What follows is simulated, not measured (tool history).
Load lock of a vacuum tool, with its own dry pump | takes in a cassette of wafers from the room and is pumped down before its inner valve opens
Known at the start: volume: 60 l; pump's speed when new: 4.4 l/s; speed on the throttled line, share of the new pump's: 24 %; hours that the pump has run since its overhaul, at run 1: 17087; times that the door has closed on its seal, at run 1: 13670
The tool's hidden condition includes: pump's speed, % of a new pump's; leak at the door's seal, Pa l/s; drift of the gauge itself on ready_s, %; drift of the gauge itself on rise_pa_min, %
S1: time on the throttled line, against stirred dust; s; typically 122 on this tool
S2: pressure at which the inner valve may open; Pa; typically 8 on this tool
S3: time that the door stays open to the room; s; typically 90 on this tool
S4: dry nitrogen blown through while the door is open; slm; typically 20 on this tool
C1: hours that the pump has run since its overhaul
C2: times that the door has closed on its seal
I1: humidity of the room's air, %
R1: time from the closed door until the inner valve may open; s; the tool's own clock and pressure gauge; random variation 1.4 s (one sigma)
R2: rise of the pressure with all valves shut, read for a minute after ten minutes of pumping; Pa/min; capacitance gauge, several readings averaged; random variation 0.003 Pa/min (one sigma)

run	hour	S1	S2	S3	S4	C1	C2	I1	R1	R2
1	0	122	8	90	20	17087	13670	46.4	239	0.111
2	426.3	122	8	90	20	17514	15696	46.7	242.3	0.121
3	660.4	122	8	90	20	17748	16808	43.4	242.2	0.145
4	1034.2	122	8	90	20	18122	18584	47.6	242.7	0.166
5	1261.6	122	8	90	20	18349	19665	42	241.5	0.184
6	1714	122	8	90	20	18801	21814	45.6	242.3	0.223
7	2239	122	8	90	20	19326	24309	45	243.2	0.257
8	2522	122	8	90	20	19609	25653	46.6	243	0.285
# hour 2866.4: dry pump taken out, an overhauled one fitted
9	3027.6	122	8	90	20	161	28027	43	224.2	0.33
# hour 3386.2: door's seal changed, seat wiped
10	3529.1	122	8	90	20	661	679	43.9	225.3	0.02
11	4057	122	8	29	20	1189	3187	45.6	227	0.027
12	4566	122	8	29	20	1698	5606	48.8	224.4	0.041
13	4911	122	8	29	20	2043	7245	46.6	227.9	0.054
14	5446.6	122	8	29	20	2579	9790	45.9	226.7	0.07
15	5927	122	8	29	20	3059	12072	50.6	226.1	0.1
16	6293.2	122	8	90	20	3425	13812	43.8	227.3	0.129
17	6519.4	122	8	92	20	3652	14887	41.2	226.8	0.144
18	6812.2	122	8	90	14	3944	16278	46.8	230.9	0.161
19	7062.8	122	8	90	20	4195	17469	46.9	227.1	0.176
20	7562.4	122	8	90	20	4695	19843	46.4	227.4	0.209
21	7879.4	219	15	94	4	5012	21349	51.1	293.2	0.249
22	8229.3	122	10	91	20	5361	23011	43.4	224.9	0.252
23	8555.8	122	10	91	13	5688	24563	48	225.6	0.292
24	9011.6	122	10	91	13	6144	26728	46	226.4	0.336
25	9475.5	122	6	60	5	6608	28932	46.3	238.5	0.373
# hour 9664.1: door's seal changed, seat wiped
26	9718.7	122	14	90	6	6849	259	45.2	222.2	0.027
27	10252.8	122	14	90	6	7383	2797	43.1	222.7	0.036
28	10801.4	223	8	49	20	7932	5403	41.5	305.9	0.036
29	11056.2	223	8	49	20	8187	6614	46	306.7	0.049
30	11573.2	223	8	49	20	8704	9071	46.1	305.4	0.069
31	11962.8	223	10	49	15	9093	10921	44.9	305.4	0.085
32	12273.1	223	10	49	19	9404	12396	44.3	303	0.099
33	12831.4	117	10	104	19	9962	15049	43	225.9	0.134
34	13101.8	167	15	104	7	10232	16334	46.1	258.8	0.159
35	13514.2	167	15	125	29	10645	18293	42.9	260.4	0.169
36	13763.7	167	15	125	29	10894	19478	42.4	258.1	0.196
37	14231.9	167	15	125	29	11363	21703	42.6	261.3	0.217

Take each entry between the runs: how does the hidden state at the last listed run before it differ from the hidden state at the first listed run after it?
After run 8, before run 9: dry pump taken out, an overhauled one fitted (hour 2866.4)
  pump's speed, % of a new pump's: 83.7 -> 98.8; leak at the door's seal, Pa l/s: 0.2679 -> 0.3061
  measured minus no-state result, R1: +19.8 -> +1.2 s; R2: +0.268 -> +0.31 Pa/min
After run 9, before run 10: door's seal changed, seat wiped (hour 3386.2)
  pump's speed, % of a new pump's: 98.8 -> 98.4; leak at the door's seal, Pa l/s: 0.3061 -> 0.0054
  measured minus no-state result, R1: +1.2 -> +1.7 s; R2: +0.31 -> +0.004 Pa/min
After run 25, before run 26: door's seal changed, seat wiped (hour 9664.1)
  pump's speed, % of a new pump's: 92.7 -> 92.5; leak at the door's seal, Pa l/s: 0.3538 -> 0.0026
  measured minus no-state result, R1: +8.6 -> +7.6 s; R2: +0.35 -> +0.001 Pa/min
